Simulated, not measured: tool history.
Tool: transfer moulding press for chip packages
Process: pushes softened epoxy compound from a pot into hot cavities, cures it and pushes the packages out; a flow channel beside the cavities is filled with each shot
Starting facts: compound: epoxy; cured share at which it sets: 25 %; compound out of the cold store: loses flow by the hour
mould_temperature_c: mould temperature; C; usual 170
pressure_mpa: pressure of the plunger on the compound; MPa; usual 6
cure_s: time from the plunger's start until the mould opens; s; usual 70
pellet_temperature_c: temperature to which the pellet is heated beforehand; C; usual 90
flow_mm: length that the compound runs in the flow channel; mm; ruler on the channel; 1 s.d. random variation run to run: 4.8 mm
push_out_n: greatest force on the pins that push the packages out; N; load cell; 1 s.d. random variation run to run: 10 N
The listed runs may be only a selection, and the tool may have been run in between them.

run,hour,mould_temperature_c,pressure_mpa,cure_s,pellet_temperature_c,incoming compound's hours out of the cold store,flow_mm,push_out_n
1,0,170,6,70,90,13.3,932,565
2,65,170,6,70,90,26.1,869,778
3,142.2,170,6,70,90,47,792,688
4,199.2,170,6,70,90,33.3,820,562
5,281.7,170,6,70,90,22.3,911,617
6,357.6,170,6.98,70,90,28.8,951,569
7,418.6,170,6.98,70,90,8.7,1002,791
8,488.9,170,6.98,70,90,18.6,955,688
9,563.3,176,6,70,90,17,854,510
10,633.7,177,6.61,103,86,35.9,896,371
11,714.2,168,5.41,66,92,16.8,888,795
12,774.4,168,6,56,82,23.6,908,1553
13,815.2,171,6,88,82,27.3,867,559
14,884.1,171,6,88,99,9.5,908,546
15,933.9,171,4.68,71,82,30.2,743,719

The log once held 26 entries between its listed runs, left out of this copy. Where does each go, and what is different about the tool's unlogged condition between the listed run before it and the listed run after it?
Logged between run 1 and run 2: cavities cleaned with cleaning compound and waxed (hour 33.9)
  true mould temperature over the reading, C: -0.65 -> -0.69; pressure that reaches the compound, % of what is set: 93.82 -> 91.07; grip of the stained cavities, % over clean ones': 16 -> 59.8
  measured value less the no-hidden-state value, flow_mm: -28 -> -39 mm; push_out_n: +101 -> +313 N
Logged between run 2 and run 3: cavities cleaned with cleaning compound and waxed (hour 71); mould's thermocouples calibrated (hour 112.8); cavities cleaned with cleaning compound and waxed (hour 114.3)
  true mould temperature over the reading, C: -0.69 -> 0.04; pressure that reaches the compound, % of what is set: 91.07 -> 88.25; grip of the stained cavities, % over clean ones': 59.8 -> 55
  measured value less the no-hidden-state value, flow_mm: -39 -> -51 mm; push_out_n: +313 -> +244 N
Logged between run 3 and run 4: cavities cleaned with cleaning compound and waxed (hour 153.3); cavities cleaned with cleaning compound and waxed (hour 190.8)
  true mould temperature over the reading, C: 0.04 -> 0.01; pressure that reaches the compound, % of what is set: 88.25 -> 86.38; grip of the stained cavities, % over clean ones': 55 -> 24.6
  measured value less the no-hidden-state value, flow_mm: -51 -> -63 mm; push_out_n: +244 -> +111 N
Logged between run 4 and run 5: cavities cleaned with cleaning compound and waxed (hour 230.5); plunger's sealing rings changed (hour 237.7); cavities cleaned with cleaning compound and waxed (hour 271.1)
  true mould temperature over the reading, C: 0.01 -> -0.04; pressure that reaches the compound, % of what is set: 86.38 -> 98.18; grip of the stained cavities, % over clean ones': 24.6 -> 30.9
  measured value less the no-hidden-state value, flow_mm: -63 -> -8 mm; push_out_n: +111 -> +146 N
Logged between run 5 and run 6: cavities cleaned with cleaning compound and waxed (hour 308); cavities cleaned with cleaning compound and waxed (hour 348.5)
  true mould temperature over the reading, C: -0.04 -> -0.08; pressure that reaches the compound, % of what is set: 98.18 -> 95.64; grip of the stained cavities, % over clean ones': 30.9 -> 28.7
  measured value less the no-hidden-state value, flow_mm: -8 -> -22 mm; push_out_n: +146 -> +131 N
Logged between run 6 and run 7: cavities cleaned with cleaning compound and waxed (hour 389.3)
  true mould temperature over the reading, C: -0.08 -> -0.12; pressure that reaches the compound, % of what is set: 95.64 -> 93.46; grip of the stained cavities, % over clean ones': 28.7 -> 59.2
  measured value less the no-hidden-state value, flow_mm: -22 -> -34 mm; push_out_n: +131 -> +297 N
Logged between run 7 and run 8: cavities cleaned with cleaning compound and waxed (hour 431.2); cavities cleaned with cleaning compound and waxed (hour 473)
  true mould temperature over the reading, C: -0.12 -> -0.16; pressure that reaches the compound, % of what is set: 93.46 -> 91.08; grip of the stained cavities, % over clean ones': 59.2 -> 40.2
  measured value less the no-hidden-state value, flow_mm: -34 -> -45 mm; push_out_n: +297 -> +200 N
Logged between run 8 and run 9: cavities cleaned with cleaning compound and waxed (hour 509.5); cavities cleaned with cleaning compound and waxed (hour 547.5)
  true mould temperature over the reading, C: -0.16 -> -0.19; pressure that reaches the compound, % of what is set: 91.08 -> 88.28; grip of the stained cavities, % over clean ones': 40.2 -> 42.4
  measured value less the no-hidden-state value, flow_mm: -45 -> -55 mm; push_out_n: +200 -> +153 N
Logged between run 9 and run 10: cavities cleaned with cleaning compound and waxed (hour 587.8); plunger's sealing rings changed (hour 619.5); cavities cleaned with cleaning compound and waxed (hour 630.1)
  true mould temperature over the reading, C: -0.19 -> -0.23; pressure that reaches the compound, % of what is set: 88.28 -> 99.37; grip of the stained cavities, % over clean ones': 42.4 -> 14.7
  measured value less the no-hidden-state value, flow_mm: -55 -> -2 mm; push_out_n: +153 -> +47 N
Logged between run 10 and run 11: cavities cleaned with cleaning compound and waxed (hour 667.1); cavities cleaned with cleaning compound and waxed (hour 704)
  true mould temperature over the reading, C: -0.23 -> -0.28; pressure that reaches the compound, % of what is set: 99.37 -> 96.5; grip of the stained cavities, % over clean ones': 14.7 -> 28
  measured value less the no-hidden-state value, flow_mm: -2 -> -15 mm; push_out_n: +47 -> +187 N
Logged between run 11 and run 12: cavities cleaned with cleaning compound and waxed (hour 744.1)
  true mould temperature over the reading, C: -0.28 -> -0.31; pressure that reaches the compound, % of what is set: 96.5 -> 94.24; grip of the stained cavities, % over clean ones': 28 -> 60.7
  measured value less the no-hidden-state value, flow_mm: -15 -> -26 mm; push_out_n: +187 -> +609 N
Logged between run 12 and run 13: cavities cleaned with cleaning compound and waxed (hour 783)
  true mould temperature over the reading, C: -0.31 -> -0.33; pressure that reaches the compound, % of what is set: 94.24 -> 92.9; grip of the stained cavities, % over clean ones': 60.7 -> 61.5
  measured value less the no-hidden-state value, flow_mm: -26 -> -32 mm; push_out_n: +609 -> +214 N
Logged between run 13 and run 14: cavities cleaned with cleaning compound and waxed (hour 823.5); cavities cleaned with cleaning compound and waxed (hour 860)
  true mould temperature over the reading, C: -0.33 -> -0.37; pressure that reaches the compound, % of what is set: 92.9 -> 90.4; grip of the stained cavities, % over clean ones': 61.5 -> 53.3
  measured value less the no-hidden-state value, flow_mm: -32 -> -46 mm; push_out_n: +214 -> +191 N
Logged between run 14 and run 15: cavities cleaned with cleaning compound and waxed (hour 901.7)
  true mould temperature over the reading, C: -0.37 -> -0.39; pressure that reaches the compound, % of what is set: 90.4 -> 88.62; grip of the stained cavities, % over clean ones': 53.3 -> 62.1
  measured value less the no-hidden-state value, flow_mm: -46 -> -45 mm; push_out_n: +191 -> +285 N
